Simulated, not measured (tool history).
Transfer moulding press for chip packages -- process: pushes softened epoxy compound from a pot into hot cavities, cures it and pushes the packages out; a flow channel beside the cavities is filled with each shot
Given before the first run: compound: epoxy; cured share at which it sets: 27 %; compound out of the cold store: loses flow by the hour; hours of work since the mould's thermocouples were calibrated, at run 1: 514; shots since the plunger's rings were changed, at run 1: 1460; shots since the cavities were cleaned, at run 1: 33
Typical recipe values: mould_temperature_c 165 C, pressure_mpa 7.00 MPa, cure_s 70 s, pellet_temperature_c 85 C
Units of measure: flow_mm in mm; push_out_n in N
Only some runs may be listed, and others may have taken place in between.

| run | day | mould_temperature_c | pressure_mpa | cure_s | pellet_temperature_c | hours of work since the mould's thermocouples were calibrated | shots since the plunger's rings were changed | shots since the cavities were cleaned | incoming compound's hours out of the cold store | flow_mm | push_out_n |
|---|---|---|---|---|---|---|---|---|---|---|---|
| 1 | 0.000 | 165 | 7.00 | 70 | 85 | 514 | 1460 | 33 | 27.8 | 748 | 322 |
| 2 | 0.625 | 165 | 7.00 | 70 | 85 | 525 | 1693 | 266 | 31.2 | 735 | 408 |
| 3 | 1.250 | 165 | 7.00 | 70 | 85 | 536 | 1925 | 498 | 33.3 | 725 | 461 |
|  | 1.704 | cavities cleaned with cleaning compound and waxed |
| 4 | 1.842 | 165 | 7.00 | 70 | 85 | 545 | 2121 | 51 | 28.7 | 734 | 569 |
| 5 | 2.500 | 165 | 7.00 | 70 | 85 | 556 | 2366 | 296 | 34.6 | 716 | 577 |
|  | 3.142 | plunger's sealing rings changed |
| 6 | 3.308 | 165 | 7.00 | 70 | 85 | 569 | 61 | 558 | 24.4 | 761 | 591 |
|  | 3.579 | cavities cleaned with cleaning compound and waxed |
| 7 | 4.062 | 165 | 8.77 | 70 | 85 | 581 | 320 | 180 | 10.8 | 908 | 408 |
| 8 | 5.154 | 165 | 8.77 | 70 | 85 | 599 | 726 | 586 | 8.1 | 916 | 534 |
|  | 5.367 | cavities cleaned with cleaning compound and waxed |
| 9 | 6.225 | 165 | 7.00 | 56 | 85 | 617 | 1101 | 320 | 35.4 | 722 | 668 |
| 10 | 6.850 | 165 | 7.00 | 56 | 85 | 628 | 1334 | 553 | 24.2 | 754 | 789 |
|  | 7.167 | cavities cleaned with cleaning compound and waxed |
| 11 | 7.467 | 165 | 7.00 | 56 | 85 | 637 | 1540 | 112 | 27.4 | 740 | 548 |
| 12 | 8.104 | 165 | 7.00 | 105 | 85 | 648 | 1777 | 349 | 41.5 | 694 | 366 |
|  | 8.288 | cavities cleaned with cleaning compound and waxed, once more |
| 13 | 9.154 | 165 | 7.00 | 105 | 85 | 665 | 2145 | 324 | 40.1 | 704 | 373 |
| 14 | 9.675 | 165 | 7.00 | 105 | 85 | 674 | 2338 | 517 | 35.4 | 712 | 406 |
|  | 10.075 | cavities cleaned with cleaning compound and waxed |
|  | 10.438 | plunger's sealing rings changed |
| 15 | 10.442 | 165 | 7.00 | 105 | 85 | 685 | 0 | 96 | 31.1 | 750 | 284 |
| 16 | 11.067 | 165 | 7.00 | 105 | 85 | 696 | 234 | 330 | 40.2 | 717 | 357 |
|  | 11.988 | cavities cleaned with cleaning compound and waxed |
| 17 | 12.042 | 165 | 7.00 | 105 | 85 | 711 | 573 | 19 | 44.4 | 709 | 270 |
| 18 | 12.608 | 158 | 5.90 | 55 | 90 | 721 | 784 | 230 | 27.0 | 714 | 1068 |
| 19 | 13.438 | 171 | 7.00 | 70 | 85 | 736 | 1092 | 538 | 25.8 | 746 | 421 |
|  | 13.771 | cavities cleaned with cleaning compound and waxed |
| 20 | 14.629 | 165 | 7.00 | 100 | 85 | 755 | 1513 | 320 | 41.6 | 708 | 375 |
|  | 15.596 | cavities cleaned with cleaning compound and waxed |
| 21 | 15.771 | 170 | 6.24 | 79 | 85 | 774 | 1914 | 65 | 13.1 | 729 | 281 |
|  | 16.179 | mould's thermocouples calibrated |
| 22 | 16.762 | 170 | 6.24 | 79 | 85 | 10 | 2253 | 404 | 14.5 | 717 | 381 |
|  | 17.496 | cavities cleaned with cleaning compound and waxed |
| 23 | 17.646 | 170 | 8.73 | 57 | 85 | 24 | 2558 | 55 | 43.1 | 755 | 316 |
|  | 17.854 | plunger's sealing rings changed |
| 24 | 18.796 | 171 | 8.70 | 57 | 85 | 42 | 350 | 445 | 44.0 | 769 | 438 |

Predict the results of run 25:
|  | 19.421 | cavities cleaned with cleaning compound and waxed |
| 25 | 19.750 | 168 | 7.00 | 86 | 85 | 58 | 681 | 122 | 22.5 | ? | ? |

For run 25 the tool returned flow_mm 764 mm, push_out_n 298 N.
With the hidden condition absent and the run-to-run variation left alone, this run would have shown flow_mm 774 mm, push_out_n 236 N.
